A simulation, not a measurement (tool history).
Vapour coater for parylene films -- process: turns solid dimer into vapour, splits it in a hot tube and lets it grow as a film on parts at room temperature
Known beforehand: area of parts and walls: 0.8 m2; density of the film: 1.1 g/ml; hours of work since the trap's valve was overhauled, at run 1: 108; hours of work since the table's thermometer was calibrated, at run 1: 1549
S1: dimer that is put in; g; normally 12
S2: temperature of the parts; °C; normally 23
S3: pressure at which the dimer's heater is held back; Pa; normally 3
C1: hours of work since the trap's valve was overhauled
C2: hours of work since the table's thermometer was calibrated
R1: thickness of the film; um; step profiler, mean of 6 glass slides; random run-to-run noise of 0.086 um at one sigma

{"run": 1, "hour": 0.0, "S1": 12, "S2": 23, "S3": 3, "C1": 108, "C2": 1549, "R1": 10.12}
{"run": 2, "hour": 29.4, "S1": 12, "S2": 23, "S3": 4.78, "C1": 129, "C2": 1570, "R1": 9.63}
{"run": 3, "hour": 93.4, "S1": 12, "S2": 23, "S3": 4.78, "C1": 174, "C2": 1615, "R1": 9.58}
{"hour": 146.2, "done": "trap's valve overhauled"}
{"run": 4, "hour": 158.6, "S1": 12, "S2": 23, "S3": 4.78, "C1": 9, "C2": 1658, "R1": 9.2}
{"run": 5, "hour": 189.4, "S1": 12, "S2": 23, "S3": 3, "C1": 30, "C2": 1679, "R1": 9.66}
{"run": 6, "hour": 243.9, "S1": 12, "S2": 23, "S3": 3, "C1": 68, "C2": 1717, "R1": 9.42}
{"run": 7, "hour": 273.5, "S1": 12, "S2": 23, "S3": 3, "C1": 89, "C2": 1738, "R1": 9.42}
{"run": 8, "hour": 332.6, "S1": 12, "S2": 23, "S3": 3, "C1": 130, "C2": 1779, "R1": 9.4}
{"hour": 363.3, "done": "trap's valve overhauled, once more"}
{"run": 9, "hour": 374.5, "S1": 12, "S2": 23, "S3": 3, "C1": 8, "C2": 1806, "R1": 10.31}
{"run": 10, "hour": 423.9, "S1": 12, "S2": 27, "S3": 3, "C1": 42, "C2": 1840, "R1": 8.99}
{"run": 11, "hour": 458.5, "S1": 12, "S2": 27, "S3": 9.31, "C1": 67, "C2": 1865, "R1": 8.06}
{"run": 12, "hour": 516.1, "S1": 12, "S2": 27, "S3": 11.46, "C1": 107, "C2": 1905, "R1": 7.87}
{"run": 13, "hour": 571.7, "S1": 10, "S2": 27, "S3": 11.46, "C1": 146, "C2": 1944, "R1": 6.5}
{"run": 14, "hour": 612.8, "S1": 12, "S2": 23, "S3": 3, "C1": 175, "C2": 1973, "R1": 9.78}
{"hour": 663.3, "done": "trap's valve overhauled"}
{"run": 15, "hour": 678.6, "S1": 12, "S2": 23, "S3": 3, "C1": 11, "C2": 2016, "R1": 10.13}
{"run": 16, "hour": 735.1, "S1": 6, "S2": 24, "S3": 5.42, "C1": 50, "C2": 2055, "R1": 4.68}
{"run": 17, "hour": 763.5, "S1": 12, "S2": 20, "S3": 3, "C1": 70, "C2": 2075, "R1": 11.14}
{"run": 18, "hour": 791.7, "S1": 6, "S2": 19, "S3": 4.05, "C1": 90, "C2": 2095, "R1": 5.57}
{"hour": 822.2, "done": "table's thermometer calibrated"}
{"run": 19, "hour": 827.2, "S1": 6, "S2": 19, "S3": 11.62, "C1": 114, "C2": 4, "R1": 5.09}
{"run": 20, "hour": 889.9, "S1": 18, "S2": 19, "S3": 4.47, "C1": 158, "C2": 47, "R1": 16.86}
{"run": 21, "hour": 930.6, "S1": 18, "S2": 19, "S3": 4.47, "C1": 186, "C2": 76, "R1": 16.41}
{"hour": 965.5, "done": "trap's valve overhauled"}
{"run": 22, "hour": 994.9, "S1": 6, "S2": 16, "S3": 4.11, "C1": 21, "C2": 118, "R1": 6.31}
{"run": 23, "hour": 1056.7, "S1": 6, "S2": 19, "S3": 3, "C1": 64, "C2": 161, "R1": 5.85}

Pick out some run-to-run changes in R1. Of each, how much would a tool without hidden state show as well, from the settings, what came in and chance, and how much is left for the hidden state and any gauge scatter not in both results compared?
The tool's hidden condition here consists of: vapour lost through the trap's worn valve, %; true temperature of the parts over the reading, C; drift of the gauge itself on film_um, %.
Run 8 -> 9: trap's valve overhauled, once more. R1 +0.91 um: hidden state +0.94, all else -0.03.
Run 19 -> 20: S1 6 -> 18, S3 11.62 -> 4.47. R1 +11.77 um: hidden state -0.59, all else +12.36.
Run 21 -> 22: S1 18 -> 6, S2 19 -> 16, S3 4.47 -> 4.11, trap's valve overhauled. R1 -10.1 um: hidden state +0.78, all else -10.88.
